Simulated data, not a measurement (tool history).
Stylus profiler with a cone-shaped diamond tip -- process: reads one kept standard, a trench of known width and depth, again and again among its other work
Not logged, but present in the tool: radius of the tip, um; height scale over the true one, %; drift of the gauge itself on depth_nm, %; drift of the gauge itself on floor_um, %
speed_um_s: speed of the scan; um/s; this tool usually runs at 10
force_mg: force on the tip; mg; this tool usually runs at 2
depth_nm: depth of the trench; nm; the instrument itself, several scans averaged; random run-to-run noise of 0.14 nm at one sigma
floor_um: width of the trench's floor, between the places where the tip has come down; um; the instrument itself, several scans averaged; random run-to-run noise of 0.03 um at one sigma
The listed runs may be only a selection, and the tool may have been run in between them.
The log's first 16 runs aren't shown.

run   hour  speed_um_s  force_mg  scans with this tip  hours of work since the height scale was calibrated  depth_nm  floor_um
 17  439.5           5         2                 6441                                                  774    502.67     14.26
 18  460.6           5         2                 6577                                                  790    502.99     14.24
 19  493.8           4      2.07                 6791                                                  816    502.85     14.17
 20  525.8          26      1.07                 6996                                                  840    501.06      14.1
 21  546.1           4      5.92                 7126                                                  856    507.94     14.09
 22  578.4           4      5.92                 7334                                                  881    507.49     14.05
 23  613.6           4      5.92                 7560                                                  908    507.84     14.02
     616.6  -- height scale calibrated on a step standard
 24  652.4           4      5.92                 7806                                                   28    506.11     14.02
 25  688.4          12      5.77                 8038                                                   55    505.83     13.92
     700.2  -- height scale calibrated on a step standard, once more
 26  706.1           3      3.32                 8149                                                    5    506.22     13.93
 27  740.8           3      3.32                 8372                                                   31    506.11     13.86
 28  757.3           3      2.78                 8478                                                   44    505.12     13.88
 29  787.9          10      4.23                 8674                                                   68    507.24     13.86
 30  803.8          14      1.28                 8777                                                   80    502.95     13.73
 31  833.4          14      1.28                 8967                                                  103    503.06     13.71
 32  867.2           2      1.85                 9184                                                  129    503.84     13.73
 33  902.6           3      0.78                 9412                                                  156    501.76     13.67
 34    934          30      1.48                 9614                                                  180    503.27     13.56
 35  962.5           2      3.27                 9797                                                  202       506     13.61
 36  991.1           6      5.52                 9981                                                  225    508.58     13.56

3 options for the next run, each taken on its own from the tool as it stands now. Forecast them:
  A  1008.2           7      1.67                10091                                                  238         ?         ?
  B  1008.2           7      1.17                10091                                                  238         ?         ?
  C  1008.2          18      3.47                10091                                                  238         ?         ?

run  depth_nm  floor_um
  A    503.35     13.54
  B     502.7     13.53
  C     505.7      13.5
Had the tool no hidden state, the same runs would have come out as:
run  depth_nm  floor_um
  A    504.01     15.62
  B    503.36     15.61
  C    506.37     15.58
